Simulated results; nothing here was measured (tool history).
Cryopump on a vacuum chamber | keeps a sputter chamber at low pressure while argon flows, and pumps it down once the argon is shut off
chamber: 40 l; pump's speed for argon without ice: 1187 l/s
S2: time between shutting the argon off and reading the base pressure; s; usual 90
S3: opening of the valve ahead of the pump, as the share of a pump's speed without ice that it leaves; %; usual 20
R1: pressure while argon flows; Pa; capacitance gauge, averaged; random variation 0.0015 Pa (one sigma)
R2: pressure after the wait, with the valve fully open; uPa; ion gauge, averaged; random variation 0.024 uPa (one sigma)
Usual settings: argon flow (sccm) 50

Run 1, day 0: usual settings. Result: R1 0.3611 Pa, R2 1.29 uPa.
Run 2, day 1.325: usual settings. Result: R1 0.3624 Pa, R2 1.3 uPa.
Run 3, day 2.946: usual settings. Result: R1 0.3644 Pa, R2 1.28 uPa.
Run 4, day 4.942: usual settings but S2 117 s. Result: R1 0.362 Pa, R2 1.2 uPa.
Run 5, day 6.679: usual settings but S2 37 s. Result: R1 0.3657 Pa, R2 2.19 uPa.
Run 6, day 8.667: usual settings but S2 37 s. Result: R1 0.3675 Pa, R2 2.21 uPa.
Run 7, day 9.758: usual settings but S3 37 %. Result: R1 0.2053 Pa, R2 1.4 uPa.
Run 8, day 10.725: usual settings but S3 37 %. Result: R1 0.2083 Pa, R2 1.47 uPa.
Run 9, day 12.838: usual settings but S3 37 %. Result: R1 0.2081 Pa, R2 1.52 uPa.
Run 10, day 14.842: usual settings but S3 37 %. Result: R1 0.211 Pa, R2 1.59 uPa.
Run 11, day 16.508: usual settings but argon flow (sccm) 72. Result: R1 0.5417 Pa, R2 1.54 uPa.
Run 12, day 17.788: usual settings but S3 55 %. Result: R1 0.151 Pa, R2 1.62 uPa.
At day 19.45: pump warmed up, emptied and cooled again.
Run 13, day 20.058: usual settings. Result: R1 0.3566 Pa, R2 1.42 uPa.
Run 14, day 22.354: usual settings but argon flow (sccm) 55. Result: R1 0.3966 Pa, R2 1.44 uPa.
Run 15, day 23.871: usual settings but argon flow (sccm) 55, S3 42 %. Result: R1 0.1908 Pa, R2 1.49 uPa.
Run 16, day 25.1: usual settings but argon flow (sccm) 55, S3 42 %. Result: R1 0.1909 Pa, R2 1.49 uPa.
Run 17, day 26.408: usual settings but argon flow (sccm) 91. Result: R1 0.6608 Pa, R2 1.5 uPa.
Run 18, day 28.767: usual settings but argon flow (sccm) 79, S2 263 s, S3 34 %. Result: R1 0.345 Pa, R2 1.15 uPa.
Run 19, day 30.808: usual settings but S2 121 s, S3 39 %. Result: R1 0.1911 Pa, R2 1.44 uPa.
Run 20, day 33.058: usual settings but S2 121 s, S3 39 %. Result: R1 0.1958 Pa, R2 1.5 uPa.
Run 21, day 34.458: usual settings but argon flow (sccm) 45, S2 47 s, S3 22 %. Result: R1 0.3051 Pa, R2 2.21 uPa.
Run 22, day 36.258: usual settings but argon flow (sccm) 45, S2 47 s, S3 22 %. Result: R1 0.3047 Pa, R2 2.25 uPa.
Run 23, day 37.762: usual settings but argon flow (sccm) 26, S2 147 s, S3 18 %. Result: R1 0.2132 Pa, R2 1.52 uPa.
Run 24, day 40.083: usual settings but argon flow (sccm) 39, S2 147 s, S3 24 %. Result: R1 0.2481 Pa, R2 1.59 uPa.
Run 25, day 42.446: usual settings but argon flow (sccm) 39, S2 192 s, S3 28 %. Result: R1 0.2158 Pa, R2 1.6 uPa.
At day 43.954: pump warmed up, emptied and cooled again.
Run 26, day 44.504: usual settings but argon flow (sccm) 39, S2 192 s, S3 28 %. Result: R1 0.1996 Pa, R2 1.3 uPa.
Run 27, day 46.504: usual settings but argon flow (sccm) 39, S2 192 s, S3 28 %. Result: R1 0.1989 Pa, R2 1.34 uPa.
Run 28, day 48.271: usual settings but argon flow (sccm) 24, S2 74 s, S3 28 %. Result: R1 0.125 Pa, R2 1.84 uPa.
Run 29, day 49.917: usual settings but argon flow (sccm) 24, S2 74 s, S3 28 %. Result: R1 0.1246 Pa, R2 1.85 uPa.
Run 30, day 50.946: usual settings but argon flow (sccm) 31, S2 155 s. Result: R1 0.2253 Pa, R2 1.53 uPa.
Run 31, day 52.133: usual settings but argon flow (sccm) 59, S2 74 s. Result: R1 0.4317 Pa, R2 1.88 uPa.
Run 32, day 53.396: usual settings but argon flow (sccm) 49, S2 138 s. Result: R1 0.3593 Pa, R2 1.64 uPa.
Run 33, day 54.471: usual settings but S2 23 s. Result: R1 0.3673 Pa, R2 3.55 uPa.

Hidden state or all else? Some run-to-run changes of R1, split into what the settings, what came in and random variation would give without the hidden state, and what is left for the hidden state (with any gauge scatter that isn't in both results):
The hidden state here: pump's speed, % of a pump's without ice; cold plate's temperature, K; leak into the chamber, uPa l/s; drift of the gauge itself on working_pa, %; drift of the gauge itself on base_upa, %.
Run 10 -> 11: argon flow (sccm) 50 -> 72, S3 37 -> 20. R1 +0.3307 Pa: hidden state +0.0106, all else +0.3201.
Run 11 -> 12: argon flow (sccm) 72 -> 50, S3 20 -> 55. R1 -0.3907 Pa: hidden state -0.0075, all else -0.3832.
Run 12 -> 13: S3 55 -> 20, pump warmed up, emptied and cooled again. R1 +0.2056 Pa: hidden state -0.0199, all else +0.2255.
Run 16 -> 17: argon flow (sccm) 55 -> 91, S3 42 -> 20. R1 +0.4699 Pa: hidden state +0.0059, all else +0.464.
Run 25 -> 26: pump warmed up, emptied and cooled again. R1 -0.0162 Pa: hidden state -0.0154, all else -0.0008.
